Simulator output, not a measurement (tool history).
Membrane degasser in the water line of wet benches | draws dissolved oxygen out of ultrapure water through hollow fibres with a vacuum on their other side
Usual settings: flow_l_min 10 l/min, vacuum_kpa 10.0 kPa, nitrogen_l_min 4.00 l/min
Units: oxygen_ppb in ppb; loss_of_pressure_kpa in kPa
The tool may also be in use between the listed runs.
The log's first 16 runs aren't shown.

run,hour,flow_l_min,vacuum_kpa,nitrogen_l_min,hours since the membrane was changed,hours since the vacuum gauge was calibrated,hours since the vacuum lines were made tight,oxygen_ppb,loss_of_pressure_kpa
17,3104.6,10,10.0,6.21,4123,1730,3521,247.8,66.34
18,3249.7,9,8.6,4.22,4268,1875,3666,221.4,59.49
19,3389.6,10,10.8,4.00,4408,2015,3806,271.3,66.07
20,3503.7,10,10.8,4.00,4522,2129,3920,272.0,66.49
21,3649.2,10,10.8,4.00,4667,2275,4066,271.1,66.61
22,3763.0,10,10.8,4.00,4781,2389,4180,278.2,67.10
23,3957.5,10,10.8,4.00,4976,2583,4374,276.7,66.94
24,4086.2,7,21.4,2.92,5104,2712,4503,238.8,46.84
25,4197.6,13,21.4,10.96,5216,2823,4614,384.0,87.47
26,4411.5,13,21.4,10.96,5430,3037,4828,384.1,87.69
27,4594.7,13,21.4,10.96,5613,3220,5011,390.4,87.04
28,4841.3,13,19.6,10.96,5860,3467,5258,387.5,88.01
29,4990.0,13,19.6,4.77,6008,3616,5407,452.5,87.93
# hour 5066.3: vacuum gauge calibrated
30,5189.6,7,22.7,2.30,6207,123,5606,285.2,47.59
31,5355.1,10,9.3,4.00,6373,289,5771,279.9,67.69
32,5554.0,11,17.1,1.77,6572,488,5970,460.7,75.03

4 ways to go on from here, each from the tool as it stands after run 32. What would each give?
A,5752.5,12,16.3,1.79,6770,686,6169,?,?
B,5752.5,11,18.0,4.95,6770,686,6169,?,?
C,5752.5,11,18.1,5.06,6770,686,6169,?,?
D,5752.5,10,11.6,8.09,6770,686,6169,?,?

run,oxygen_ppb,loss_of_pressure_kpa
A,499.1,81.24
B,356.3,75.37
C,358.6,75.05
D,268.6,67.78
Without the tool's hidden state the same runs would have given:
run,oxygen_ppb,loss_of_pressure_kpa
A,435.0,75.88
B,296.4,70.41
C,298.2,70.12
D,214.8,63.31
